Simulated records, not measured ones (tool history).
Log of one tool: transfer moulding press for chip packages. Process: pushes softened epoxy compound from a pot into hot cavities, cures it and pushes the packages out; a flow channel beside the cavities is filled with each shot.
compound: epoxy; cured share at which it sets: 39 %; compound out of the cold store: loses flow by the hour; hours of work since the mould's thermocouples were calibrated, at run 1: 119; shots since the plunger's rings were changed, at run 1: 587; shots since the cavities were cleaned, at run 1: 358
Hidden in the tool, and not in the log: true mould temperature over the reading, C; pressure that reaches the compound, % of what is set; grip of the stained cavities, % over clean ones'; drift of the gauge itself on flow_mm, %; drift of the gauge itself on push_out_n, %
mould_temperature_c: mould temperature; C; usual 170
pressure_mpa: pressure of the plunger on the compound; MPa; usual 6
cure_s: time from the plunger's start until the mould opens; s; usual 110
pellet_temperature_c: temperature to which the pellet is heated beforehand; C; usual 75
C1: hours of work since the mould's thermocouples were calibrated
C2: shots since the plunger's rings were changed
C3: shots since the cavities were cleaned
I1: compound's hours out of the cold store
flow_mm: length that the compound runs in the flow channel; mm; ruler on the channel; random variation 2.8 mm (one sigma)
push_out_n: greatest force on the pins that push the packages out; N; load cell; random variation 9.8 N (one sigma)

{"run": 1, "hour": 0.0, "mould_temperature_c": 170, "pressure_mpa": 6, "cure_s": 110, "pellet_temperature_c": 75, "C1": 119, "C2": 587, "C3": 358, "I1": 26, "flow_mm": 828, "push_out_n": 729}
{"run": 2, "hour": 23.0, "mould_temperature_c": 170, "pressure_mpa": 6, "cure_s": 110, "pellet_temperature_c": 75, "C1": 128, "C2": 756, "C3": 527, "I1": 12.1, "flow_mm": 851, "push_out_n": 786}
{"run": 3, "hour": 53.7, "mould_temperature_c": 170, "pressure_mpa": 6, "cure_s": 110, "pellet_temperature_c": 75, "C1": 141, "C2": 983, "C3": 754, "I1": 21.1, "flow_mm": 832, "push_out_n": 873}
{"run": 4, "hour": 71.0, "mould_temperature_c": 170, "pressure_mpa": 6, "cure_s": 110, "pellet_temperature_c": 75, "C1": 148, "C2": 1110, "C3": 881, "I1": 44.5, "flow_mm": 797, "push_out_n": 906}
{"hour": 78.6, "done": "cavities cleaned with cleaning compound and waxed"}
{"run": 5, "hour": 111.6, "mould_temperature_c": 170, "pressure_mpa": 6, "cure_s": 110, "pellet_temperature_c": 75, "C1": 164, "C2": 1398, "C3": 243, "I1": 17.1, "flow_mm": 831, "push_out_n": 634}
{"run": 6, "hour": 133.0, "mould_temperature_c": 170, "pressure_mpa": 6, "cure_s": 110, "pellet_temperature_c": 75, "C1": 172, "C2": 1555, "C3": 400, "I1": 20.7, "flow_mm": 827, "push_out_n": 778}
{"run": 7, "hour": 162.6, "mould_temperature_c": 170, "pressure_mpa": 6, "cure_s": 110, "pellet_temperature_c": 75, "C1": 185, "C2": 1773, "C3": 618, "I1": 41.7, "flow_mm": 794, "push_out_n": 818}
{"hour": 204.5, "done": "cavities cleaned with cleaning compound and waxed"}
{"run": 8, "hour": 204.5, "mould_temperature_c": 170, "pressure_mpa": 6, "cure_s": 110, "pellet_temperature_c": 75, "C1": 201, "C2": 2071, "C3": 0, "I1": 8.2, "flow_mm": 839, "push_out_n": 460}
{"run": 9, "hour": 225.7, "mould_temperature_c": 170, "pressure_mpa": 6, "cure_s": 110, "pellet_temperature_c": 75, "C1": 210, "C2": 2227, "C3": 156, "I1": 14.5, "flow_mm": 830, "push_out_n": 581}
{"run": 10, "hour": 266.4, "mould_temperature_c": 170, "pressure_mpa": 6, "cure_s": 110, "pellet_temperature_c": 75, "C1": 227, "C2": 2527, "C3": 456, "I1": 13.4, "flow_mm": 835, "push_out_n": 779}
{"run": 11, "hour": 287.5, "mould_temperature_c": 164, "pressure_mpa": 6, "cure_s": 110, "pellet_temperature_c": 75, "C1": 235, "C2": 2682, "C3": 611, "I1": 29.7, "flow_mm": 841, "push_out_n": 1245}
{"run": 12, "hour": 318.2, "mould_temperature_c": 164, "pressure_mpa": 6, "cure_s": 110, "pellet_temperature_c": 75, "C1": 248, "C2": 2908, "C3": 837, "I1": 38, "flow_mm": 823, "push_out_n": 1334}
{"hour": 331.3, "done": "cavities cleaned with cleaning compound and waxed"}
{"run": 13, "hour": 355.4, "mould_temperature_c": 172, "pressure_mpa": 6, "cure_s": 110, "pellet_temperature_c": 75, "C1": 262, "C2": 3171, "C3": 177, "I1": 41.7, "flow_mm": 774, "push_out_n": 559}
{"hour": 381.5, "done": "plunger's sealing rings changed"}
{"run": 14, "hour": 387.7, "mould_temperature_c": 170, "pressure_mpa": 4.81, "cure_s": 110, "pellet_temperature_c": 75, "C1": 275, "C2": 46, "C3": 397, "I1": 45.6, "flow_mm": 719, "push_out_n": 748}
{"run": 15, "hour": 406.4, "mould_temperature_c": 175, "pressure_mpa": 4.81, "cure_s": 132, "pellet_temperature_c": 75, "C1": 282, "C2": 183, "C3": 534, "I1": 41.8, "flow_mm": 706, "push_out_n": 695}
{"run": 16, "hour": 442.6, "mould_temperature_c": 175, "pressure_mpa": 4.81, "cure_s": 132, "pellet_temperature_c": 75, "C1": 297, "C2": 450, "C3": 801, "I1": 36, "flow_mm": 709, "push_out_n": 783}
{"hour": 461.8, "done": "cavities cleaned with cleaning compound and waxed"}
{"run": 17, "hour": 462.7, "mould_temperature_c": 175, "pressure_mpa": 6.09, "cure_s": 146, "pellet_temperature_c": 75, "C1": 305, "C2": 587, "C3": 7, "I1": 28.2, "flow_mm": 810, "push_out_n": 407}
{"run": 18, "hour": 492.6, "mould_temperature_c": 175, "pressure_mpa": 6.09, "cure_s": 146, "pellet_temperature_c": 75, "C1": 317, "C2": 807, "C3": 227, "I1": 15.2, "flow_mm": 827, "push_out_n": 557}
{"run": 19, "hour": 516.6, "mould_temperature_c": 162, "pressure_mpa": 6.34, "cure_s": 110, "pellet_temperature_c": 75, "C1": 327, "C2": 984, "C3": 404, "I1": 44.5, "flow_mm": 869, "push_out_n": 1277}
{"run": 20, "hour": 540.0, "mould_temperature_c": 170, "pressure_mpa": 6, "cure_s": 133, "pellet_temperature_c": 75, "C1": 336, "C2": 1156, "C3": 576, "I1": 23, "flow_mm": 829, "push_out_n": 722}

Forecast run 21:
{"run": 21, "hour": 571.4, "mould_temperature_c": 171, "pressure_mpa": 6.7, "cure_s": 110, "pellet_temperature_c": 82, "C1": 349, "C2": 1388, "C3": 808, "I1": 11.2, "flow_mm": "?", "push_out_n": "?"}

{"run 21": {"flow_mm": 886, "push_out_n": 914}}
Without the tool's hidden state the same run would have given flow_mm 895 mm, push_out_n 461 N.

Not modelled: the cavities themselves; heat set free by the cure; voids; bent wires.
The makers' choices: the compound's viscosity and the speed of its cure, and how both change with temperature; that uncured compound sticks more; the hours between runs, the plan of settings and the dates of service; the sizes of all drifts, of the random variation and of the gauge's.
